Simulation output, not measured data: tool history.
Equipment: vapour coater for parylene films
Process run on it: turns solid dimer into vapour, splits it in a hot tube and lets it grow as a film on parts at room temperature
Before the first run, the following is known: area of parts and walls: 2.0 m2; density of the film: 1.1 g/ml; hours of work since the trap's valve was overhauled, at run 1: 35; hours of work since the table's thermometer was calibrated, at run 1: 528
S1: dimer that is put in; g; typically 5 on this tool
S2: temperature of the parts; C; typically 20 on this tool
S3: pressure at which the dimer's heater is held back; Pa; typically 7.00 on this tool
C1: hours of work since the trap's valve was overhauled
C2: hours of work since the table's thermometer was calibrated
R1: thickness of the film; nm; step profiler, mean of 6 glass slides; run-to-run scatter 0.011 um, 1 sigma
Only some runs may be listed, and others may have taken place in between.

run	hour	S1	S2	S3	C1	C2	R1
1	0.0	5	20	7.00	35	528	1420
2	35.1	5	20	11.10	50	542	1310
3	66.2	6	20	7.00	63	555	1690
4	103.9	6	20	7.00	78	571	1690
5	124.1	6	20	7.00	87	579	1670
6	163.4	6	20	7.34	103	596	1630
7	195.6	6	20	5.54	116	609	1700
8	232.4	3	20	5.54	132	624	820
9	250.3	3	17	5.54	139	631	910
10	284.7	6	20	7.00	153	646	1610
11	320.9	5	20	9.36	168	661	1280
12	341.4	5	20	9.36	177	669	1270
13	365.1	5	20	7.00	186	679	1320
14	386.6	5	20	3.79	195	688	1460
15	413.1	5	20	3.79	206	699	1440
16	451.3	5	20	5.22	222	715	1340
17	490.0	5	20	5.22	238	731	1340
18	532.0	5	20	7.00	256	748	1270
19	567.0	5	31	7.00	270	762	970
20	590.4	5	31	7.00	280	772	970
21	630.2	5	22	7.00	296	789	1160
# hour 657.0: trap's valve overhauled
22	673.0	5	22	7.00	7	805	1370
23	709.4	5	20	11.28	22	820	1340
24	734.7	5	20	11.28	32	830	1320
25	770.7	2	24	11.28	47	845	480
26	798.6	2	24	11.28	59	857	470
27	829.8	7	15	8.25	72	870	2160
28	848.5	6	21	8.25	79	877	1620
29	886.6	3	26	7.00	95	893	740
30	910.7	2	12	5.83	105	903	680
31	949.3	2	12	5.83	121	919	670
32	977.3	8	32	4.19	133	931	1810
33	1019.9	8	32	4.19	150	948	1790
34	1043.7	6	24	5.59	160	958	1500
35	1073.5	3	24	6.95	172	970	730
36	1094.8	2	22	9.26	181	979	500
37	1122.7	4	18	9.26	193	991	1080
38	1152.7	2	31	9.26	205	1003	400
39	1188.8	4	17	4.05	220	1018	1220
40	1225.6	5	12	7.00	235	1033	1560
41	1257.3	7	16	2.78	248	1046	2260
42	1296.9	3	20	8.83	265	1063	730
43	1324.7	8	15	4.96	276	1074	2390
44	1343.2	8	15	4.96	284	1082	2370
45	1369.8	3	14	3.11	295	1093	970
46	1393.5	2	16	10.99	305	1103	520

Below, some changes in R1 between adjacent runs. For each, the amount present without the hidden state too (settings, incoming material, random variation) and the amount remaining for the hidden state with gauge scatter not shared by both compared results:
What the log doesn't record here: vapour lost through the trap's worn valve, %; true temperature of the parts over the reading, C; drift of the gauge itself on film_um, %.
Run 21 -> 22: trap's valve overhauled. R1 +210 nm: hidden state +200, all else +10.
Run 26 -> 27: S1 2 -> 7, S2 24 -> 15, S3 11.28 -> 8.25. R1 +1690 nm: hidden state -40, all else +1730.
Run 41 -> 42: S1 7 -> 3, S2 16 -> 20, S3 2.78 -> 8.83. R1 -1530 nm: hidden state +180, all else -1710.
Run 42 -> 43: S1 3 -> 8, S2 20 -> 15, S3 8.83 -> 4.96. R1 +1660 nm: hidden state -240, all else +1900.
Run 44 -> 45: S1 8 -> 3, S2 15 -> 14, S3 4.96 -> 3.11. R1 -1400 nm: hidden state +200, all else -1600.
